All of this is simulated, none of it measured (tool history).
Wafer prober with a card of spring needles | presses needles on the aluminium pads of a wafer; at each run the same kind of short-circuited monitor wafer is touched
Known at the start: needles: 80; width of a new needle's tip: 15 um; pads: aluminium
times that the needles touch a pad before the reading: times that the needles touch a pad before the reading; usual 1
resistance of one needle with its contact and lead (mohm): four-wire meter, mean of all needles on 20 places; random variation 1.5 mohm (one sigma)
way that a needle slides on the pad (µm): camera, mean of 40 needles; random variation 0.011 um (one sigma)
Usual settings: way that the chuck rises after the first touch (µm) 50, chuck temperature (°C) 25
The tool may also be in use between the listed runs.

run    hour  way that the chuck rises after the first touch (µm)  chuck temperature (°C)  times that the needles touch a pad before the reading  resistance of one needle with its contact and lead (mohm)  way that a needle slides on the pad (µm)
  1       0                                                   50                      25                                                      1                                                        170                                       5.9
        9.4  -- tips cleaned on abrasive film
         25  -- tips cleaned on abrasive film
  2    34.9                                                   50                      25                                                      1                                                        187                                      5.89
       38.1  -- tips cleaned on abrasive film
       53.7  -- tips cleaned on abrasive film
       66.2  -- tips cleaned on abrasive film
       81.8  -- tips cleaned on abrasive film
       82.1  -- height of the first contact set anew
       97.7  -- tips cleaned on abrasive film
      113.3  -- tips cleaned on abrasive film
  3   114.8                                                   50                      25                                                      1                                                        162                                      6.06
      127.3  -- tips cleaned on abrasive film
      142.9  -- tips cleaned on abrasive film
      155.4  -- tips cleaned on abrasive film
  4   158.8                                                   50                      25                                                      1                                                        169                                      6.04
      168.2  -- tips cleaned on abrasive film
      183.8  -- tips cleaned on abrasive film
      199.4  -- tips cleaned on abrasive film
  5   202.8                                                   50                      45                                                      1                                                        173                                      6.01
      212.2  -- tips cleaned on abrasive film
      224.7  -- tips cleaned on abrasive film
      237.2  -- tips cleaned on abrasive film
  6   248.3                                                   50                      45                                                      1                                                        190                                      5.99
      251.5  -- tips cleaned on abrasive film
        264  -- tips cleaned on abrasive film
      279.6  -- tips cleaned on abrasive film
      292.1  -- tips cleaned on abrasive film
      307.7  -- tips cleaned on abrasive film
      322.5  -- tips cleaned on abrasive film
  7   322.5                                                   50                      45                                                      1                                                        152                                      5.95
        335  -- tips cleaned on abrasive film
      350.6  -- tips cleaned on abrasive film
  8   359.7                                                   50                      40                                                      1                                                        192                                      5.91
      365.9  -- tips cleaned on abrasive film
      381.5  -- tips cleaned on abrasive film
        394  -- tips cleaned on abrasive film
      409.6  -- tips cleaned on abrasive film
      425.2  -- tips cleaned on abrasive film
  9   426.3                                                   50                      40                                                      1                                                        161                                      5.88
      429.7  -- height of the first contact set anew
      439.1  -- tips cleaned on abrasive film
      454.7  -- tips cleaned on abrasive film
      470.3  -- tips cleaned on abrasive film
      485.9  -- tips cleaned on abrasive film
 10   496.3                                                   50                      40                                                      2                                                        176                                      6.05
      499.5  -- tips cleaned on abrasive film
        512  -- tips cleaned on abrasive film
      524.5  -- tips cleaned on abrasive film
      540.1  -- tips cleaned on abrasive film
      552.6  -- tips cleaned on abrasive film
      568.2  -- tips cleaned on abrasive film
 11   574.7                                                   42                      25                                                      1                                                        206                                      5.02
        581  -- tips cleaned on abrasive film
      596.6  -- tips cleaned on abrasive film
      612.2  -- tips cleaned on abrasive film
      624.7  -- tips cleaned on abrasive film
      640.3  -- tips cleaned on abrasive film
 12   651.4                                                   50                      25                                                      1                                                        190                                      5.96
      654.6  -- tips cleaned on abrasive film
      670.2  -- tips cleaned on abrasive film
      682.7  -- tips cleaned on abrasive film
 13   688.7                                                   43                     123                                                      1                                                        217                                      5.08
      698.1  -- tips cleaned on abrasive film
      713.7  -- tips cleaned on abrasive film
      726.2  -- tips cleaned on abrasive film
 14     730                                                   43                     123                                                      1                                                        205                                      5.05
      739.4  -- tips cleaned on abrasive film
        755  -- tips cleaned on abrasive film
      767.5  -- tips cleaned on abrasive film
 15   769.5                                                   50                      88                                                      1                                                        175                                      5.88
      779.1  -- height of the first contact set anew
      782.3  -- tips cleaned on abrasive film
      797.9  -- tips cleaned on abrasive film
 16   805.4                                                   50                      88                                                      1                                                        193                                      6.04
      811.7  -- tips cleaned on abrasive film
      824.2  -- tips cleaned on abrasive film
      839.8  -- tips cleaned on abrasive film
      855.4  -- tips cleaned on abrasive film
        871  -- tips cleaned on abrasive film
 17     877                                                   49                      88                                                      2                                                        179                                      5.91
      886.4  -- tips cleaned on abrasive film
      898.9  -- tips cleaned on abrasive film
      914.5  -- tips cleaned on abrasive film
      930.1  -- tips cleaned on abrasive film
      945.7  -- tips cleaned on abrasive film
      960.4  -- tips cleaned on abrasive film
 18   960.4                                                   49                      25                                                      2                                                        146                                      5.85
        976  -- tips cleaned on abrasive film
      991.6  -- tips cleaned on abrasive film
     1004.1  -- tips cleaned on abrasive film
     1016.6  -- tips cleaned on abrasive film
     1029.1  -- tips cleaned on abrasive film
 19  1033.6                                                   49                      25                                                      2                                                        171                                      5.81
       1043  -- tips cleaned on abrasive film
     1058.5  -- tips cleaned on abrasive film
       1071  -- tips cleaned on abrasive film
     1086.6  -- tips cleaned on abrasive film
     1102.2  -- tips cleaned on abrasive film
 20  1109.5                                                   67                      38                                                      2                                                        155                                      7.97
     1115.8  -- tips cleaned on abrasive film
     1128.3  -- tips cleaned on abrasive film
     1128.6  -- height of the first contact set anew
     1141.1  -- tips cleaned on abrasive film
     1156.6  -- tips cleaned on abrasive film
     1172.2  -- tips cleaned on abrasive film
 21  1176.4                                                   36                      37                                                      1                                                        223                                      4.37
     1185.8  -- tips cleaned on abrasive film
     1201.4  -- tips cleaned on abrasive film
     1213.9  -- tips cleaned on abrasive film
     1229.4  -- tips cleaned on abrasive film
       1245  -- tips cleaned on abrasive film
 22    1249                                                   36                      37                                                      1                                                        218                                       4.3
     1258.4  -- tips cleaned on abrasive film
       1274  -- tips cleaned on abrasive film
     1286.5  -- tips cleaned on abrasive film
       1299  -- tips cleaned on abrasive film
 23    1311                                                   68                      37                                                      1                                                        168                                      8.15
     1314.2  -- tips cleaned on abrasive film
     1329.8  -- tips cleaned on abrasive film
     1345.4  -- tips cleaned on abrasive film
 24    1352                                                   68                      37                                                      1                                                        165                                      8.15

The same runs without the tool's hidden state, with the same run-to-run variation:
The hidden state here: debris on the tips, nm; way that the needles fall short of the set height, um; tips' diameter, um; drift of the gauge itself on contact_mohm, %; drift of the gauge itself on scrub_um, %.
run  resistance of one needle with its contact and lead (mohm)  way that a needle slides on the pad (µm)
  1                                                        141                                      6.06
  2                                                        143                                      6.06
  3                                                        143                                      6.08
  4                                                        140                                      6.08
  5                                                        147                                      6.08
  6                                                        147                                      6.08
  7                                                        145                                      6.09
  8                                                        145                                      6.07
  9                                                        143                                      6.08
 10                                                        146                                      6.08
 11                                                        148                                       5.1
 12                                                        141                                      6.08
 13                                                        166                                      5.22
 14                                                        166                                      5.22
 15                                                        152                                      6.08
 16                                                        151                                      6.06
 17                                                        153                                      5.96
 18                                                        139                                      5.96
 19                                                        144                                      5.96
 20                                                        136                                      8.15
 21                                                        152                                      4.39
 22                                                        154                                      4.36
 23                                                        136                                      8.24
 24                                                        138                                      8.26
